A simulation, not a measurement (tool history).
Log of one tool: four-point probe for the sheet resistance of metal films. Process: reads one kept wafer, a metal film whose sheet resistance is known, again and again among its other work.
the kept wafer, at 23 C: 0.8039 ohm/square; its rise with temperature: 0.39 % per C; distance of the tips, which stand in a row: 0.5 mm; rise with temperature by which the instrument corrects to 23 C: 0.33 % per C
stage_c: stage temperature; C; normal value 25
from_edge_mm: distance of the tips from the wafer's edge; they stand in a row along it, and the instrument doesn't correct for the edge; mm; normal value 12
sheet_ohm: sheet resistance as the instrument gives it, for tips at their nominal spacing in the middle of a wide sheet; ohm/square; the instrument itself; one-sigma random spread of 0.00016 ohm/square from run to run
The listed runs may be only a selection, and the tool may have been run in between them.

{"run": 1, "hour": 0.0, "stage_c": 25, "from_edge_mm": 12, "sheet_ohm": 0.808763}
{"run": 2, "hour": 20.8, "stage_c": 25, "from_edge_mm": 12, "sheet_ohm": 0.808872}
{"run": 3, "hour": 36.8, "stage_c": 25, "from_edge_mm": 12, "sheet_ohm": 0.808224}
{"run": 4, "hour": 50.8, "stage_c": 25, "from_edge_mm": 12, "sheet_ohm": 0.808628}
{"run": 5, "hour": 60.9, "stage_c": 25, "from_edge_mm": 7, "sheet_ohm": 0.809675}
{"run": 6, "hour": 73.0, "stage_c": 25, "from_edge_mm": 7, "sheet_ohm": 0.809885}
{"run": 7, "hour": 85.1, "stage_c": 25, "from_edge_mm": 7, "sheet_ohm": 0.809732}
{"run": 8, "hour": 100.6, "stage_c": 25, "from_edge_mm": 7, "sheet_ohm": 0.809738}
{"run": 9, "hour": 113.1, "stage_c": 25, "from_edge_mm": 11, "sheet_ohm": 0.807997}
{"run": 10, "hour": 128.2, "stage_c": 25, "from_edge_mm": 65, "sheet_ohm": 0.807186}
{"run": 11, "hour": 145.1, "stage_c": 25, "from_edge_mm": 12, "sheet_ohm": 0.807841}
{"run": 12, "hour": 165.2, "stage_c": 25, "from_edge_mm": 24, "sheet_ohm": 0.807365}
{"run": 13, "hour": 185.7, "stage_c": 25, "from_edge_mm": 24, "sheet_ohm": 0.806991}
{"run": 14, "hour": 202.2, "stage_c": 25, "from_edge_mm": 24, "sheet_ohm": 0.806916}
{"run": 15, "hour": 217.4, "stage_c": 25, "from_edge_mm": 24, "sheet_ohm": 0.806871}
{"run": 16, "hour": 236.9, "stage_c": 25, "from_edge_mm": 24, "sheet_ohm": 0.806653}
{"run": 17, "hour": 248.2, "stage_c": 25, "from_edge_mm": 24, "sheet_ohm": 0.80656}
{"run": 18, "hour": 269.0, "stage_c": 25, "from_edge_mm": 24, "sheet_ohm": 0.807098}
{"run": 19, "hour": 281.3, "stage_c": 25, "from_edge_mm": 12, "sheet_ohm": 0.807175}
{"run": 20, "hour": 297.0, "stage_c": 25, "from_edge_mm": 12, "sheet_ohm": 0.807026}
{"run": 21, "hour": 315.1, "stage_c": 25, "from_edge_mm": 12, "sheet_ohm": 0.806677}
{"run": 22, "hour": 327.4, "stage_c": 25, "from_edge_mm": 32, "sheet_ohm": 0.80609}
{"run": 23, "hour": 340.8, "stage_c": 25, "from_edge_mm": 32, "sheet_ohm": 0.806111}
{"run": 24, "hour": 357.3, "stage_c": 27, "from_edge_mm": 4, "sheet_ohm": 0.813354}
{"run": 25, "hour": 375.9, "stage_c": 25, "from_edge_mm": 40, "sheet_ohm": 0.806028}
{"run": 26, "hour": 398.7, "stage_c": 35, "from_edge_mm": 12, "sheet_ohm": 0.81112}
{"run": 27, "hour": 410.8, "stage_c": 35, "from_edge_mm": 12, "sheet_ohm": 0.811168}
{"run": 28, "hour": 431.9, "stage_c": 35, "from_edge_mm": 12, "sheet_ohm": 0.810868}
{"run": 29, "hour": 453.8, "stage_c": 35, "from_edge_mm": 12, "sheet_ohm": 0.810855}
{"run": 30, "hour": 470.1, "stage_c": 20, "from_edge_mm": 15, "sheet_ohm": 0.803693}
{"run": 31, "hour": 485.6, "stage_c": 23, "from_edge_mm": 54, "sheet_ohm": 0.804382}
{"run": 32, "hour": 505.0, "stage_c": 23, "from_edge_mm": 54, "sheet_ohm": 0.804292}
{"run": 33, "hour": 520.1, "stage_c": 25, "from_edge_mm": 15, "sheet_ohm": 0.805528}
{"run": 34, "hour": 539.5, "stage_c": 18, "from_edge_mm": 48, "sheet_ohm": 0.801502}
{"run": 35, "hour": 554.6, "stage_c": 21, "from_edge_mm": 12, "sheet_ohm": 0.803837}
{"run": 36, "hour": 565.9, "stage_c": 21, "from_edge_mm": 12, "sheet_ohm": 0.803471}
{"run": 37, "hour": 584.8, "stage_c": 30, "from_edge_mm": 7, "sheet_ohm": 0.809274}
{"run": 38, "hour": 607.8, "stage_c": 30, "from_edge_mm": 7, "sheet_ohm": 0.809044}
{"run": 39, "hour": 617.7, "stage_c": 21, "from_edge_mm": 14, "sheet_ohm": 0.802886}
{"run": 40, "hour": 630.6, "stage_c": 28, "from_edge_mm": 49, "sheet_ohm": 0.805621}
{"run": 41, "hour": 652.5, "stage_c": 28, "from_edge_mm": 13, "sheet_ohm": 0.806554}
{"run": 42, "hour": 673.4, "stage_c": 23, "from_edge_mm": 15, "sheet_ohm": 0.803731}
{"run": 43, "hour": 683.3, "stage_c": 23, "from_edge_mm": 15, "sheet_ohm": 0.803315}

Not shown here: 2 entries made in the log between runs. Locate each between two listed runs and compare the hidden state at the listed run before it with the hidden state at the listed run after it:
In the gap between runs 28 and 29: stage's thermometer calibrated (hour 433.3)
  inner tips' distance over the nominal, %: 0.04 -> 0.025; tips' flats over new ones', %: 24 -> 26; wafer's true temperature over the reading, C: 0.08 -> 0.13
  what was measured, less what the result would be without the hidden state, sheet_ohm: +0.000585 -> +0.000613 ohm/square
In the gap between runs 30 and 31: stage's thermometer calibrated, once more (hour 472.7)
  inner tips' distance over the nominal, %: 0.013 -> 0.003; wafer's true temperature over the reading, C: 0.13 -> 0.07
  what was measured, less what the result would be without the hidden state, sheet_ohm: +0.000532 -> +0.000233 ohm/square
